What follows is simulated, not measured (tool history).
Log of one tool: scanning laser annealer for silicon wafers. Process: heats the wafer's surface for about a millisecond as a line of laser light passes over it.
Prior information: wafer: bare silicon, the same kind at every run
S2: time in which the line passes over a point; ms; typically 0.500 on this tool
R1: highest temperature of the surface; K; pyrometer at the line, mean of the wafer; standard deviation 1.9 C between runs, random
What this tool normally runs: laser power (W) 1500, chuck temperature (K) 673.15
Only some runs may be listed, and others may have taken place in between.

Run 1, hour 0.0: usual settings. Result: R1 1404.15 K.
Run 2, hour 44.3: usual settings but chuck temperature (K) 663.15. Result: R1 1394.15 K.
Run 3, hour 79.2: usual settings. Result: R1 1400.15 K.
At hour 96.9: window over the wafer cleaned.
Run 4, hour 129.2: usual settings. Result: R1 1396.15 K.
Run 5, hour 169.2: usual settings but chuck temperature (K) 682.15. Result: R1 1406.15 K.
Run 6, hour 211.7: usual settings but chuck temperature (K) 682.15. Result: R1 1400.15 K.
Run 7, hour 245.6: usual settings but laser power (W) 1630, chuck temperature (K) 699.15. Result: R1 1477.15 K.
Run 8, hour 273.2: usual settings but laser power (W) 1468, S2 0.525 ms, chuck temperature (K) 699.15. Result: R1 1420.15 K.

What does the tool deliver on the next run?
Run 9, hour 298.1: usual settings but laser power (W) 1468, S2 0.525 ms, chuck temperature (K) 699.15. Result: R1 ?.

R1: 1423.15 K
Minus the tool's unlogged condition, the same run would have read R1 1457.15 K.
